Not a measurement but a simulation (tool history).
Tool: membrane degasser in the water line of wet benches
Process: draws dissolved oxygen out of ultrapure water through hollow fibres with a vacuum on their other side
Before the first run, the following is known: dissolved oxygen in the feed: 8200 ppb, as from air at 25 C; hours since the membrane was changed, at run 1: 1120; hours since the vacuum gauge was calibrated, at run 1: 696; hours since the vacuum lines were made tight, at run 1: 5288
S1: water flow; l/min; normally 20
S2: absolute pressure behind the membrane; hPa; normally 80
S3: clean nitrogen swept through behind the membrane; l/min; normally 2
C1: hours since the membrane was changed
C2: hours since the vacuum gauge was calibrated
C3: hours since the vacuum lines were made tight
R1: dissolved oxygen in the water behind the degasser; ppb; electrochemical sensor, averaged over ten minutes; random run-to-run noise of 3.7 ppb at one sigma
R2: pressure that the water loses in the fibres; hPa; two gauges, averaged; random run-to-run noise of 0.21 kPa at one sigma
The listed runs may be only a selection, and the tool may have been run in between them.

run      day  S1     S2    S3    C1    C2    C3      R1     R2
  1        0  20     80     2  1120   696  5288   385.8  508.5
  2    6.092  28     80     2  1266   842  5434   564.4  716.9
  3   15.912  28     80     2  1502  1078  5670   578.8  713.7
  4   20.292  28     80  1.64  1607  1183  5775   612.4  721.7
  5   26.021  15     80     2  1745  1321  5912   280.4  385.1
  6   31.346  15     80     2  1872  1448  6040   280.4  386.4
  7     41.3  15     80     2  2111  1687  6279     278  386.9
  8   45.888  15     80     2  2221  1797  6389   286.1  388.6
      50.038  -- seals of the vacuum lines changed
  9   55.279  15     80     2  2445  2021   126   278.3  391.8
 10   65.258  15     80  1.99  2684  2260   365   287.1  392.6
 11   69.933  15     80  1.99  2796  2372   478   284.9  388.9
 12   77.854  20     80     2  2987  2562   668   418.2  524.9
 13     83.6  20   91.4     2  3124  2700   805   439.7  519.3
 14   93.254  20     80     2  3356  2932  1037   416.7  523.2
 15  101.804  16   87.1   1.2  3561  3137  1242   392.3  415.7
 16      110  20  109.5  5.99  3758  3334  1439     376  525.6
 17  115.012  20  156.5  2.77  3878  3454  1559   516.6  528.1
 18  123.804  18  146.1  2.86  4089  3665  1770   439.4  475.9
     125.704  -- vacuum gauge calibrated
 19  128.379  18  146.1  2.86  4199    64  1880   434.7  477.3
 20  133.317  18  146.1  2.86  4317   183  1998   445.8  474.6
 21  143.754  18  146.1  2.86  4568   433  2249   438.8  480.2
 22  153.762  22   70.4  1.67  4808   673  2489   478.1  585.4
 23  161.483  22   70.4  1.67  4993   859  2674   481.4  585.7
 24  168.954  16  198.4  4.49  5172  1038  2853   377.8  427.1
 25  176.996  25  184.5   0.8  5365  1231  3046  1248.6  671.4
 26  182.692  25  184.5   0.8  5502  1368  3183  1275.8  672.3
 27  189.612  25  184.5   0.8  5668  1534  3349  1246.2  676.5

4 options for the next run, each taken on its own from the tool as it stands now. Forecast them:
  A  199.171  20  58.4  1.78  5898  1763  3579   ?   ?
  B  199.171  12  76.8   0.8  5898  1763  3579   ?   ?
  C  199.171  25   188  1.09  5898  1763  3579   ?   ?
  D  199.171  20    80  1.33  5898  1763  3579   ?   ?

run      R1     R2
  A   407.8  540.4
  B   326.6  325.6
  C  1111.8  671.9
  D   492.9  540.1
Take away the tool's hidden state, keep each run's random variation, and the runs would have read:
run      R1     R2
  A   331.4  502.1
  B   276.2  302.7
  C  1025.3  624.4
  D   416.5    502

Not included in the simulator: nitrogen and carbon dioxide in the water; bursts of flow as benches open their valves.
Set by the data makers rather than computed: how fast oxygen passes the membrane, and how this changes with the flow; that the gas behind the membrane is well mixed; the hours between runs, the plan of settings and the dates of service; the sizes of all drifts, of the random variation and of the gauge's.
